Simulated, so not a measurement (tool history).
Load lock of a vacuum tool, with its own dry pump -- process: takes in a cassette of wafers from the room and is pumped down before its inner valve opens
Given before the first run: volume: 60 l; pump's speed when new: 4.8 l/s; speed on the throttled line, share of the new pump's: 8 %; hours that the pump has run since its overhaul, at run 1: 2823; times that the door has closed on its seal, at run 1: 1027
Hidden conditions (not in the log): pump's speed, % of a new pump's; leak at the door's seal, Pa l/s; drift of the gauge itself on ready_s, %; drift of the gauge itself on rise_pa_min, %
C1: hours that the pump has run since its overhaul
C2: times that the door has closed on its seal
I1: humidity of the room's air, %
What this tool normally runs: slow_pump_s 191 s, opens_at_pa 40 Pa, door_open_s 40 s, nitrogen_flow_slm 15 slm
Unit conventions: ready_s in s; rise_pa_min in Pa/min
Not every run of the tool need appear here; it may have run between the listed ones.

run 1 day=0.000 | slow_pump_s=191 opens_at_pa=40 door_open_s=40 nitrogen_flow_slm=15 | C1=2823 C2=1027 | I1=42.5 | ready_s=272.6 rise_pa_min=0.009
run 2 day=13.875 | slow_pump_s=191 opens_at_pa=40 door_open_s=40 nitrogen_flow_slm=15 | C1=3156 C2=1479 | I1=46.2 | ready_s=272.7 rise_pa_min=0.017
run 3 day=25.338 | slow_pump_s=191 opens_at_pa=40 door_open_s=40 nitrogen_flow_slm=15 | C1=3431 C2=1853 | I1=46.2 | ready_s=272.6 rise_pa_min=0.014
run 4 day=41.017 | slow_pump_s=191 opens_at_pa=40 door_open_s=40 nitrogen_flow_slm=15 | C1=3808 C2=2364 | I1=47.0 | ready_s=274.0 rise_pa_min=0.010
run 5 day=56.492 | slow_pump_s=191 opens_at_pa=40 door_open_s=40 nitrogen_flow_slm=11 | C1=4179 C2=2868 | I1=47.1 | ready_s=272.7 rise_pa_min=0.015
run 6 day=73.100 | slow_pump_s=191 opens_at_pa=40 door_open_s=40 nitrogen_flow_slm=15 | C1=4578 C2=3409 | I1=46.5 | ready_s=272.7 rise_pa_min=0.012
run 7 day=88.312 | slow_pump_s=191 opens_at_pa=40 door_open_s=57 nitrogen_flow_slm=15 | C1=4943 C2=3904 | I1=44.5 | ready_s=272.8 rise_pa_min=0.010
run 8 day=102.383 | slow_pump_s=191 opens_at_pa=40 door_open_s=57 nitrogen_flow_slm=15 | C1=5281 C2=4363 | I1=42.7 | ready_s=272.3 rise_pa_min=0.011
run 9 day=119.054 | slow_pump_s=191 opens_at_pa=28 door_open_s=57 nitrogen_flow_slm=9 | C1=5681 C2=4906 | I1=41.5 | ready_s=277.7 rise_pa_min=0.007
run 10 day=129.596 | slow_pump_s=191 opens_at_pa=38 door_open_s=40 nitrogen_flow_slm=15 | C1=5934 C2=5249 | I1=45.3 | ready_s=273.4 rise_pa_min=0.010
run 11 day=138.888 | slow_pump_s=337 opens_at_pa=80 door_open_s=40 nitrogen_flow_slm=15 | C1=6157 C2=5552 | I1=44.3 | ready_s=399.4 rise_pa_min=0.014
run 12 day=151.442 | slow_pump_s=337 opens_at_pa=80 door_open_s=40 nitrogen_flow_slm=15 | C1=6458 C2=5961 | I1=45.9 | ready_s=396.6 rise_pa_min=0.011
run 13 day=163.292 | slow_pump_s=166 opens_at_pa=36 door_open_s=40 nitrogen_flow_slm=15 | C1=6742 C2=6347 | I1=43.2 | ready_s=251.2 rise_pa_min=0.016
run 14 day=173.938 | slow_pump_s=191 opens_at_pa=53 door_open_s=40 nitrogen_flow_slm=15 | C1=6998 C2=6694 | I1=44.2 | ready_s=269.7 rise_pa_min=0.013

Each row is a separate what-if for the run after 14, all from the same tool condition, not one after another. Results?
run A day=189.900 | slow_pump_s=191 opens_at_pa=40 door_open_s=75 nitrogen_flow_slm=15 | C1=7381 C2=7214 | I1=44.8 | ready_s=? rise_pa_min=?
run B day=189.900 | slow_pump_s=316 opens_at_pa=40 door_open_s=40 nitrogen_flow_slm=37 | C1=7381 C2=7214 | I1=45.5 | ready_s=? rise_pa_min=?
run C day=189.900 | slow_pump_s=191 opens_at_pa=53 door_open_s=98 nitrogen_flow_slm=15 | C1=7381 C2=7214 | I1=46.4 | ready_s=? rise_pa_min=?
run D day=189.900 | slow_pump_s=277 opens_at_pa=53 door_open_s=40 nitrogen_flow_slm=19 | C1=7381 C2=7214 | I1=47.0 | ready_s=? rise_pa_min=?
run E day=189.900 | slow_pump_s=191 opens_at_pa=37 door_open_s=40 nitrogen_flow_slm=15 | C1=7381 C2=7214 | I1=44.9 | ready_s=? rise_pa_min=?

run=A ready_s=273.6 rise_pa_min=0.021
run=B ready_s=387.3 rise_pa_min=0.005
run=C ready_s=269.1 rise_pa_min=0.021
run=D ready_s=349.1 rise_pa_min=0.009
run=E ready_s=273.9 rise_pa_min=0.013
With no hidden state in the tool, these same runs would have given:
run=A ready_s=273.6 rise_pa_min=0.020
run=B ready_s=387.3 rise_pa_min=0.005
run=C ready_s=269.1 rise_pa_min=0.020
run=D ready_s=349.1 rise_pa_min=0.009
run=E ready_s=273.8 rise_pa_min=0.013
